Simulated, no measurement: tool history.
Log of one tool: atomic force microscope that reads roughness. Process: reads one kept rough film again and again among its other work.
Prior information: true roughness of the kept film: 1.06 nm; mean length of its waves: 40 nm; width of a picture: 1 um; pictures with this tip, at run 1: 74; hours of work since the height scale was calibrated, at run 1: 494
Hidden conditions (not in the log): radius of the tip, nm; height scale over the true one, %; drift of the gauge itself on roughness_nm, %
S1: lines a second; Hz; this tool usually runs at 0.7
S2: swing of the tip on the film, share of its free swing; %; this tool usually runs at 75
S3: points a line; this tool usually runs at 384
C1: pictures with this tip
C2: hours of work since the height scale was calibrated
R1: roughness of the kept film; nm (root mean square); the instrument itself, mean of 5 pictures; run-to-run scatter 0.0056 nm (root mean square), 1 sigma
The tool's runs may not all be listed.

run,hour,S1,S2,S3,C1,C2,R1
1,0,0.7,75,384,74,494,0.979
2,45.2,0.7,76,384,137,513,0.981
3,91.1,0.7,75,719,201,533,0.991
4,123,0.7,75,446,245,546,0.978
# hour 149.8: new tip fitted
5,166.4,0.837,75,384,23,565,0.974
6,209.9,0.714,75,384,83,583,0.985
7,242.1,0.7,75,384,128,597,0.982
8,294.4,0.7,90,384,200,619,0.938
9,334.5,0.7,75,384,256,636,0.976
# hour 352.7: new tip fitted
10,387.6,0.7,73,384,48,659,1
11,427.3,0.566,75,384,103,676,0.988
12,456.9,0.566,75,384,144,689,0.992
13,493.7,0.7,60,384,196,704,1.012
14,541.3,0.7,60,384,262,725,1.004
# hour 558.1: new tip fitted
15,573.4,0.7,60,384,21,738,1.016
16,608,0.7,75,467,69,753,0.984
17,631.4,0.7,75,467,102,763,0.977
18,685.1,0.7,75,384,176,786,0.98
19,713.8,0.7,75,384,216,798,0.989
20,740.7,0.7,75,384,254,810,0.98
# hour 759.9: new tip fitted
21,764.9,0.7,75,384,7,820,0.991
22,813.3,0.7,75,384,74,840,0.981
23,853.2,0.7,75,384,129,857,0.972
24,902.9,0.7,75,309,198,879,0.983
25,952.2,0.766,70,442,267,900,0.99
# hour 966: new tip fitted
26,982.6,0.766,70,442,23,913,1
27,1032.3,0.766,70,442,92,934,0.987
28,1088.2,2.892,57,693,170,958,0.968
29,1111.4,2.892,57,337,202,968,0.966
30,1164.6,2.892,55,337,276,990,0.98
# hour 1170: new tip fitted
31,1195.6,0.918,64,337,35,1003,1
32,1218.9,1.07,57,459,68,1013,1.016
33,1266,0.7,67,384,133,1033,1.007
34,1311.4,2.845,88,493,196,1053,0.764
35,1365,2.845,88,493,270,1076,0.765
# hour 1374.6: new tip fitted
36,1414.1,0.571,71,409,55,1096,1.006
37,1439.9,0.571,71,409,91,1107,0.994
38,1473.1,0.571,71,409,137,1122,1.005
39,1510.4,0.571,71,409,189,1138,0.996
40,1547.4,0.734,81,384,240,1153,0.952
# hour 1576.6: new tip fitted
41,1591.9,2.671,85,762,21,1172,0.81
42,1621.2,2.671,85,823,62,1185,0.798
43,1666.2,2.671,85,823,124,1204,0.808
44,1698.7,2.671,85,823,169,1218,0.805
45,1754.5,2.671,85,823,247,1242,0.8

Here are 5 independent what-if runs from the current tool condition. What would each one return?
# hour 1781.8: new tip fitted
A,1804.4,2.635,72,436,31,1263,?
# hour 1781.8: new tip fitted
B,1804.4,2.671,85,997,31,1263,?
# hour 1781.8: new tip fitted
C,1804.4,0.7,74,409,31,1263,?
# hour 1781.8: new tip fitted
D,1804.4,2.671,85,889,31,1263,?
# hour 1781.8: new tip fitted
E,1804.4,3.447,57,343,31,1263,?

run,R1
A,0.89
B,0.805
C,0.991
D,0.806
E,0.954
What these runs would have given with no unlogged condition in the tool:
run,R1
A,0.891
B,0.805
C,0.992
D,0.807
E,0.954
